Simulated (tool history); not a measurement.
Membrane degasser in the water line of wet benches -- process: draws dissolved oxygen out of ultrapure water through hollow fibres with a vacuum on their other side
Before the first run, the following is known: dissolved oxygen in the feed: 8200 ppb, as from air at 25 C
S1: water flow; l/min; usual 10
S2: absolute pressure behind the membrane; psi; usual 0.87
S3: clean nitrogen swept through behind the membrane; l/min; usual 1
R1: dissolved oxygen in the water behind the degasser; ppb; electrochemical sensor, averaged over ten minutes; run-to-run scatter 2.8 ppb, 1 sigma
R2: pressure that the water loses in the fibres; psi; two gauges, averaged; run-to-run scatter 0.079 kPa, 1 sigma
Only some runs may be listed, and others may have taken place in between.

Run 1, hour 0: usual settings. Result: R1 317.4 ppb, R2 4.585 psi.
Run 2, hour 28.4: usual settings but S3 0.57 l/min. Result: R1 354.7 ppb, R2 4.57 psi.
Run 3, hour 56.4: usual settings but S3 0.57 l/min. Result: R1 358.5 ppb, R2 4.57 psi.
Run 4, hour 89.2: usual settings. Result: R1 313.5 ppb, R2 4.586 psi.
Run 5, hour 139.5: usual settings. Result: R1 320.2 ppb, R2 4.59 psi.
Run 6, hour 161.1: usual settings but S3 0.51 l/min. Result: R1 360.9 ppb, R2 4.588 psi.
Run 7, hour 196.8: usual settings but S1 9 l/min. Result: R1 250.3 ppb, R2 4.132 psi.
Run 8, hour 236.8: usual settings but S1 9 l/min. Result: R1 248.7 ppb, R2 4.116 psi.
Run 9, hour 279.3: usual settings but S1 9 l/min. Result: R1 246 ppb, R2 4.142 psi.
Run 10, hour 328.4: usual settings. Result: R1 314.7 ppb, R2 4.601 psi.
Run 11, hour 378.3: usual settings. Result: R1 314.9 ppb, R2 4.602 psi.
Run 12, hour 406: usual settings. Result: R1 320.3 ppb, R2 4.618 psi.
Run 13, hour 455: usual settings but S2 1.68 psi, S3 2.71 l/min. Result: R1 324 ppb, R2 4.602 psi.
Run 14, hour 494.9: usual settings but S1 9 l/min, S2 0.676 psi, S3 0.82 l/min. Result: R1 228.8 ppb, R2 4.135 psi.
Run 15, hour 544.2: usual settings but S1 9 l/min, S2 0.676 psi, S3 0.82 l/min. Result: R1 227.8 ppb, R2 4.152 psi.
Run 16, hour 571.2: usual settings but S1 9 l/min, S2 0.676 psi, S3 0.82 l/min. Result: R1 229.6 ppb, R2 4.157 psi.
Run 17, hour 618.6: usual settings but S1 9 l/min, S2 0.602 psi, S3 1.93 l/min. Result: R1 203.3 ppb, R2 4.157 psi.
Run 18, hour 660.4: usual settings but S1 9 l/min, S2 0.905 psi, S3 1.12 l/min. Result: R1 252.6 ppb, R2 4.163 psi.
Run 19, hour 709.7: usual settings but S1 6 l/min, S2 0.893 psi, S3 1.34 l/min. Result: R1 87.1 ppb, R2 2.783 psi.
Run 20, hour 736.7: usual settings but S1 8 l/min, S2 1.285 psi, S3 0.73 l/min. Result: R1 274.8 ppb, R2 3.696 psi.
Run 21, hour 776.4: usual settings but S2 0.722 psi, S3 0.61 l/min. Result: R1 319.5 ppb, R2 4.622 psi.
Run 22, hour 813.6: usual settings but S2 1.511 psi, S3 0.47 l/min. Result: R1 557.1 ppb, R2 4.611 psi.
Run 23, hour 859.3: usual settings but S1 11 l/min, S2 0.563 psi, S3 0.67 l/min. Result: R1 347.4 ppb, R2 5.088 psi.
Run 24, hour 892.3: usual settings but S1 11 l/min, S2 1.812 psi, S3 0.94 l/min. Result: R1 545.5 ppb, R2 5.071 psi.

Below, some changes in R2 between adjacent runs. For each, the amount present without the hidden state too (settings, incoming material, random variation) and the amount remaining for the hidden state with gauge scatter not shared by both compared results:
Hidden state present: membrane still open, %; true pressure behind the membrane over the reading, kPa; air that leaks in behind the membrane, l/min; drift of the gauge itself on oxygen_ppb, %; drift of the gauge itself on loss_of_pressure_kpa, %.
Run 18 -> 19: S1 9 -> 6, S2 0.905 -> 0.893, S3 1.12 -> 1.34. R2 -1.379 psi: hidden state -0.01, all else -1.369.
Run 20 -> 21: S1 8 -> 10, S2 1.285 -> 0.722, S3 0.73 -> 0.61. R2 +0.927 psi: hidden state +0.012, all else +0.915.
